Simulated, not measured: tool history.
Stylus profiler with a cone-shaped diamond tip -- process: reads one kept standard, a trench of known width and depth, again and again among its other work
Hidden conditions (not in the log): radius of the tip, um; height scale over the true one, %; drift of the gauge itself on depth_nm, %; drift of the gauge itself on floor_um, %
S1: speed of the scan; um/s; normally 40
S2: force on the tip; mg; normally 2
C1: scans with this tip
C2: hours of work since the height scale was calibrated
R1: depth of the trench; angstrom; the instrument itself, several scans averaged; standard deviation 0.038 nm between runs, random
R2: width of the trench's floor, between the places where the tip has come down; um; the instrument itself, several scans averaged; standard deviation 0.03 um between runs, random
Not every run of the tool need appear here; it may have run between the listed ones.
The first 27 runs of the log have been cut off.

run,hour,S1,S2,C1,C2,R1,R2
28,577.6,22,1.4,4404,359,2021.3,27.39
29,609.1,12,2.99,4615,377,2032.4,27.37
30,624.5,15,5.68,4719,385,2049,27.34
31,638.4,14,4.38,4812,393,2041.8,27.37
32,660.1,14,4.38,4957,404,2040.9,27.35
33,678.2,32,1.47,5080,414,2021.3,27.26
34,694.7,19,2,5190,423,2025.8,27.32
35,709.6,11,5.31,5290,432,2046.4,27.28
36,728.6,11,5.31,5418,442,2046.6,27.28
37,757.1,120,1.1,5609,458,2018,26.91
38,788,120,1.1,5817,475,2018.8,26.88
39,810.1,120,1.1,5965,487,2018.8,26.82
40,823.7,120,1.1,6057,494,2019.4,26.75
41,855.3,11,1.02,6269,511,2018.4,27.22
42,874.3,14,1.68,6396,522,2024,27.21
43,905.8,14,1.68,6608,539,2025,27.17
44,926,14,1.68,6744,550,2024.5,27.15
45,950.2,14,1.68,6906,563,2024.6,27.12
46,977.3,24,1.4,7088,578,2021.5,27.03
47,993.9,68,1.56,7200,587,2023.7,26.94

Branching from run 47: 4 alternative next runs. What would each branch give?
A,1009.5,11,1.9,7304,596,?,?
B,1009.5,39,1.45,7304,596,?,?
C,1009.5,46,2,7304,596,?,?
D,1009.5,53,0.92,7304,596,?,?

run,R1,R2
A,2026.9,27.08
B,2023.2,26.98
C,2027,26.98
D,2017.9,26.89
Without the tool's hidden state the same runs would have given:
run,R1,R2
A,2022.3,28
B,2018.6,27.9
C,2022.4,27.9
D,2013.3,27.81
